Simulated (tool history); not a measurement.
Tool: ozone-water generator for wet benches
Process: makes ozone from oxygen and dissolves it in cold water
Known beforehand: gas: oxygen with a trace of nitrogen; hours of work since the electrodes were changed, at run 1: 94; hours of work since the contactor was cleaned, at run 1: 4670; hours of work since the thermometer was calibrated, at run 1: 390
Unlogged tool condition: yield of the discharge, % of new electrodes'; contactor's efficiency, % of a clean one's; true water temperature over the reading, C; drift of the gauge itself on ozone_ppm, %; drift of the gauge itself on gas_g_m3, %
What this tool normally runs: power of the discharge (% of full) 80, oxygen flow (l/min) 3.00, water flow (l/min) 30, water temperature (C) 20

run,hour,power of the discharge (% of full),oxygen flow (l/min),water flow (l/min),water temperature (C),hours of work since the electrodes were changed,hours of work since the contactor was cleaned,hours of work since the thermometer was calibrated,dissolved ozone (ppm),ozone in the gas ahead of the water (g/m3)
1,0.0,80,3.00,30,20,94,4670,390,16.2,264.0
2,21.7,80,3.00,30,18,109,4685,404,16.2,265.4
3,39.5,80,3.00,30,18,120,4697,416,16.4,264.8
4,57.5,80,3.00,30,20,132,4709,428,16.2,265.4
5,85.2,80,3.00,30,20,151,4727,446,16.2,265.6
6,99.5,80,3.00,30,20,161,4737,456,16.1,262.6
7,111.7,80,3.00,30,20,169,4745,464,16.3,264.9
8,138.2,80,3.00,30,20,186,4762,482,16.4,264.3
9,166.4,80,3.00,30,20,205,4781,501,16.2,261.3
10,188.9,80,3.00,30,20,220,4796,516,16.3,262.8
11,203.1,80,3.00,30,20,230,4806,525,16.1,260.8
12,217.8,80,3.00,30,27,240,4816,535,15.5,261.2
13,233.5,80,3.00,30,27,250,4826,545,15.2,260.2
14,258.6,80,3.00,30,27,267,4843,562,15.2,261.2
15,272.9,98,2.51,30,20,276,4852,572,19.3,349.8
16,299.2,80,3.00,30,21,294,4870,589,16.2,260.6
17,312.6,80,3.00,30,21,303,4879,598,16.2,260.7
18,335.6,92,3.33,30,12,318,4894,614,19.9,277.0
19,354.4,85,4.00,24,25,331,4907,626,20.1,229.3
20,379.0,76,2.20,20,25,347,4923,643,20.2,298.2
# hour 404.4: gauge calibrated
21,408.3,76,2.20,20,25,367,4943,662,20.5,304.1
22,437.6,45,4.20,38,15,386,4963,682,8.4,126.3
23,465.0,45,4.20,38,15,405,4981,700,8.4,125.6
24,489.1,45,2.26,38,21,421,4997,716,7.4,183.8

Branching from run 24: 4 alternative next runs. What would each branch give?
A,506.6,80,2.75,33,17,432,5009,728,?,?
B,506.6,55,3.21,38,23,432,5009,728,?,?
C,506.6,56,2.26,42,21,432,5009,728,?,?
D,506.6,80,3.00,27,20,432,5009,728,?,?

run,dissolved ozone (ppm),ozone in the gas ahead of the water (g/m3)
A,15.1,278.6
B,9.1,179.7
C,8.2,227.1
D,17.8,260.5
With the hidden condition removed and each run's random variation left untouched, the same runs would have given:
run,dissolved ozone (ppm),ozone in the gas ahead of the water (g/m3)
A,15.1,280.7
B,9.1,181.0
C,8.2,228.8
D,17.8,262.4
